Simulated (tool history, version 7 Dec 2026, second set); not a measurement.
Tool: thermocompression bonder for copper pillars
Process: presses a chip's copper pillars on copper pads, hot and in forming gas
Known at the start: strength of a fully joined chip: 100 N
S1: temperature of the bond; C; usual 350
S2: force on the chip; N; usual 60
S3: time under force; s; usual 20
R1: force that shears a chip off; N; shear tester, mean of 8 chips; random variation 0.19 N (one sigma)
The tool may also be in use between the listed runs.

run 1 day=0 | S1=350 S2=60 S3=20 | R1=38.2
run 2 day=0.633 | S1=350 S2=58 S3=20 | R1=37.3
run 3 day=1.088 | S1=350 S2=58 S3=20 | R1=37.1
run 4 day=1.521 | S1=350 S2=58 S3=20 | R1=37
run 5 day=2.075 | S1=350 S2=60 S3=38 | R1=47.9
run 6 day=2.683 | S1=350 S2=60 S3=38 | R1=48.1
run 7 day=3.317 | S1=350 S2=60 S3=20 | R1=37.6
run 8 day=3.979 | S1=350 S2=60 S3=20 | R1=37.6
run 9 day=4.496 | S1=350 S2=42 S3=20 | R1=31.2
run 10 day=5.046 | S1=350 S2=42 S3=20 | R1=31.6
run 11 day=5.671 | S1=350 S2=42 S3=20 | R1=31.1
run 12 day=6.125 | S1=350 S2=60 S3=47 | R1=51.2
run 13 day=6.504 | S1=350 S2=39 S3=13 | R1=25.2
run 14 day=6.921 | S1=350 S2=59 S3=13 | R1=31.4
run 15 day=7.471 | S1=326 S2=37 S3=13 | R1=18.2
run 16 day=7.783 | S1=326 S2=37 S3=13 | R1=18.3
run 17 day=8.083 | S1=373 S2=43 S3=13 | R1=33.5
run 18 day=8.679 | S1=373 S2=43 S3=13 | R1=33.6
run 19 day=8.983 | S1=354 S2=48 S3=13 | R1=29
run 20 day=9.321 | S1=350 S2=67 S3=17 | R1=37.1
run 21 day=9.858 | S1=376 S2=48 S3=20 | R1=43
run 22 day=10.521 | S1=376 S2=48 S3=20 | R1=43
run 23 day=10.896 | S1=376 S2=48 S3=20 | R1=42.9
run 24 day=11.196 | S1=350 S2=54 S3=17 | R1=33.2

Hidden state or all else? Some run-to-run changes of R1, split into what the settings, what came in and random variation would give without the hidden state, and what is left for the hidden state (with any gauge scatter that isn't in both results):
The hidden state here: true temperature of the bond over the reading, C; force that reaches the chip, % of what is set; oxide that the forming gas leaves, % of the face; drift of the gauge itself on shear_n, %.
Run 3 -> 4: no setting changed, nothing entered. R1 -0.1 N: hidden state -0.1, all else +0.
Run 6 -> 7: S3 38 -> 20. R1 -10.5 N: hidden state -0.1, all else -10.4.
Run 11 -> 12: S2 42 -> 60, S3 20 -> 47. R1 +20.1 N: hidden state +0, all else +20.1.
Run 12 -> 13: S2 60 -> 39, S3 47 -> 13. R1 -26 N: hidden state -0.1, all else -25.9.
